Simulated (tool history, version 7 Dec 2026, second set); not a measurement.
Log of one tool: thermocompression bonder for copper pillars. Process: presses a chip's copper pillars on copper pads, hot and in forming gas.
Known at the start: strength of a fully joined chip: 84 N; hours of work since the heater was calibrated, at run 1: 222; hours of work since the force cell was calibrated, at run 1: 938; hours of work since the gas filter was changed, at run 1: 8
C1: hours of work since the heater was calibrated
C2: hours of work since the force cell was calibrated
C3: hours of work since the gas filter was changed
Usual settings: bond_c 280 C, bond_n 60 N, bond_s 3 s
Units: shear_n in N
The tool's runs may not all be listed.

{"run": 1, "hour": 0.0, "bond_c": 280, "bond_n": 60, "bond_s": 3, "C1": 222, "C2": 938, "C3": 8, "shear_n": 55.9}
{"run": 2, "hour": 21.0, "bond_c": 280, "bond_n": 68, "bond_s": 3, "C1": 238, "C2": 954, "C3": 24, "shear_n": 59.7}
{"run": 3, "hour": 53.2, "bond_c": 280, "bond_n": 68, "bond_s": 3, "C1": 262, "C2": 978, "C3": 49, "shear_n": 59.9}
{"run": 4, "hour": 96.2, "bond_c": 280, "bond_n": 68, "bond_s": 3, "C1": 295, "C2": 1011, "C3": 81, "shear_n": 59.7}
{"run": 5, "hour": 127.8, "bond_c": 280, "bond_n": 68, "bond_s": 3, "C1": 319, "C2": 1035, "C3": 105, "shear_n": 60.3}
{"run": 6, "hour": 173.3, "bond_c": 280, "bond_n": 68, "bond_s": 3, "C1": 353, "C2": 1069, "C3": 140, "shear_n": 60.2}
{"run": 7, "hour": 212.5, "bond_c": 280, "bond_n": 68, "bond_s": 3, "C1": 383, "C2": 1099, "C3": 170, "shear_n": 60.2}
{"run": 8, "hour": 235.0, "bond_c": 280, "bond_n": 68, "bond_s": 3, "C1": 400, "C2": 1116, "C3": 187, "shear_n": 60}
{"run": 9, "hour": 260.2, "bond_c": 283, "bond_n": 68, "bond_s": 3, "C1": 419, "C2": 1135, "C3": 206, "shear_n": 61.1}
{"hour": 271.0, "done": "forming gas filter changed"}
{"run": 10, "hour": 301.9, "bond_c": 280, "bond_n": 66, "bond_s": 3, "C1": 451, "C2": 1166, "C3": 23, "shear_n": 59.4}
{"run": 11, "hour": 327.3, "bond_c": 269, "bond_n": 60, "bond_s": 3, "C1": 470, "C2": 1186, "C3": 43, "shear_n": 51.9}
{"run": 12, "hour": 370.1, "bond_c": 269, "bond_n": 60, "bond_s": 3, "C1": 502, "C2": 1218, "C3": 75, "shear_n": 51.9}
{"run": 13, "hour": 393.9, "bond_c": 269, "bond_n": 60, "bond_s": 3, "C1": 520, "C2": 1236, "C3": 93, "shear_n": 51.9}
{"run": 14, "hour": 433.5, "bond_c": 269, "bond_n": 60, "bond_s": 3, "C1": 550, "C2": 1266, "C3": 123, "shear_n": 52.1}
{"hour": 442.7, "done": "heater calibrated with a thermocouple chip"}
{"run": 15, "hour": 473.2, "bond_c": 264, "bond_n": 60, "bond_s": 3, "C1": 23, "C2": 1295, "C3": 152, "shear_n": 50}
{"run": 16, "hour": 491.9, "bond_c": 264, "bond_n": 60, "bond_s": 3, "C1": 37, "C2": 1309, "C3": 166, "shear_n": 50}
{"run": 17, "hour": 529.4, "bond_c": 264, "bond_n": 60, "bond_s": 3, "C1": 66, "C2": 1338, "C3": 195, "shear_n": 50.3}
{"hour": 557.4, "done": "forming gas filter changed"}
{"run": 18, "hour": 574.1, "bond_c": 265, "bond_n": 60, "bond_s": 3, "C1": 99, "C2": 1371, "C3": 13, "shear_n": 50.4}
{"run": 19, "hour": 607.8, "bond_c": 291, "bond_n": 60, "bond_s": 3, "C1": 125, "C2": 1397, "C3": 38, "shear_n": 60.6}
{"run": 20, "hour": 630.1, "bond_c": 293, "bond_n": 54, "bond_s": 3, "C1": 142, "C2": 1414, "C3": 55, "shear_n": 58.3}
{"run": 21, "hour": 657.1, "bond_c": 255, "bond_n": 58, "bond_s": 3, "C1": 162, "C2": 1434, "C3": 76, "shear_n": 45.4}
{"run": 22, "hour": 687.6, "bond_c": 307, "bond_n": 60, "bond_s": 5, "C1": 186, "C2": 1457, "C3": 99, "shear_n": 72.9}
{"run": 23, "hour": 728.9, "bond_c": 252, "bond_n": 44, "bond_s": 3, "C1": 217, "C2": 1489, "C3": 130, "shear_n": 35.7}
{"run": 24, "hour": 760.7, "bond_c": 280, "bond_n": 60, "bond_s": 3, "C1": 241, "C2": 1513, "C3": 154, "shear_n": 56.9}
{"run": 25, "hour": 782.1, "bond_c": 263, "bond_n": 47, "bond_s": 3, "C1": 257, "C2": 1529, "C3": 171, "shear_n": 42}
{"run": 26, "hour": 802.3, "bond_c": 263, "bond_n": 47, "bond_s": 3, "C1": 273, "C2": 1544, "C3": 186, "shear_n": 42.2}
{"hour": 841.1, "done": "forming gas filter changed"}
{"run": 27, "hour": 841.1, "bond_c": 280, "bond_n": 84, "bond_s": 5, "C1": 302, "C2": 1574, "C3": 0, "shear_n": 74.1}
{"run": 28, "hour": 882.8, "bond_c": 280, "bond_n": 84, "bond_s": 5, "C1": 333, "C2": 1605, "C3": 32, "shear_n": 74.2}
{"run": 29, "hour": 910.6, "bond_c": 309, "bond_n": 84, "bond_s": 3, "C1": 354, "C2": 1626, "C3": 53, "shear_n": 76}
{"run": 30, "hour": 940.7, "bond_c": 309, "bond_n": 84, "bond_s": 3, "C1": 377, "C2": 1649, "C3": 76, "shear_n": 76.1}
{"run": 31, "hour": 978.5, "bond_c": 309, "bond_n": 84, "bond_s": 3, "C1": 406, "C2": 1678, "C3": 104, "shear_n": 76.2}
{"run": 32, "hour": 999.5, "bond_c": 274, "bond_n": 84, "bond_s": 4, "C1": 422, "C2": 1694, "C3": 120, "shear_n": 69.3}
{"hour": 1014.2, "done": "gauge calibrated"}
{"run": 33, "hour": 1042.4, "bond_c": 274, "bond_n": 84, "bond_s": 4, "C1": 455, "C2": 1726, "C3": 153, "shear_n": 67.7}
{"run": 34, "hour": 1069.6, "bond_c": 257, "bond_n": 54, "bond_s": 3, "C1": 475, "C2": 1747, "C3": 174, "shear_n": 43.3}
{"run": 35, "hour": 1107.3, "bond_c": 274, "bond_n": 63, "bond_s": 3, "C1": 504, "C2": 1776, "C3": 202, "shear_n": 55.1}
{"hour": 1124.0, "done": "forming gas filter changed"}
{"run": 36, "hour": 1128.6, "bond_c": 294, "bond_n": 63, "bond_s": 7, "C1": 520, "C2": 1791, "C3": 3, "shear_n": 73.4}
{"run": 37, "hour": 1164.7, "bond_c": 294, "bond_n": 63, "bond_s": 7, "C1": 547, "C2": 1819, "C3": 31, "shear_n": 73.8}
{"hour": 1178.2, "done": "heater calibrated with a thermocouple chip"}
{"run": 38, "hour": 1212.2, "bond_c": 284, "bond_n": 59, "bond_s": 2, "C1": 26, "C2": 1853, "C3": 65, "shear_n": 51}

The same runs without the tool's hidden state, with the same run-to-run variation:
The hidden state here: true temperature of the bond over the reading, C; force that reaches the chip, % of what is set; oxide that the forming gas leaves, % of the face; drift of the gauge itself on shear_n, %.
run=1 shear_n=55.9
run=2 shear_n=59.6
run=3 shear_n=59.8
run=4 shear_n=59.6
run=5 shear_n=60.1
run=6 shear_n=60
run=7 shear_n=59.9
run=8 shear_n=59.7
run=9 shear_n=60.8
run=10 shear_n=58.9
run=11 shear_n=51.5
run=12 shear_n=51.4
run=13 shear_n=51.4
run=14 shear_n=51.6
run=15 shear_n=49.4
run=16 shear_n=49.5
run=17 shear_n=49.7
run=18 shear_n=49.7
run=19 shear_n=59.7
run=20 shear_n=57.4
run=21 shear_n=44.7
run=22 shear_n=71.8
run=23 shear_n=35
run=24 shear_n=55.9
run=25 shear_n=41.3
run=26 shear_n=41.4
run=27 shear_n=72.6
run=28 shear_n=72.7
run=29 shear_n=74.5
run=30 shear_n=74.4
run=31 shear_n=74.5
run=32 shear_n=67.7
run=33 shear_n=67.7
run=34 shear_n=43.2
run=35 shear_n=55
run=36 shear_n=73.2
run=37 shear_n=73.6
run=38 shear_n=50.7

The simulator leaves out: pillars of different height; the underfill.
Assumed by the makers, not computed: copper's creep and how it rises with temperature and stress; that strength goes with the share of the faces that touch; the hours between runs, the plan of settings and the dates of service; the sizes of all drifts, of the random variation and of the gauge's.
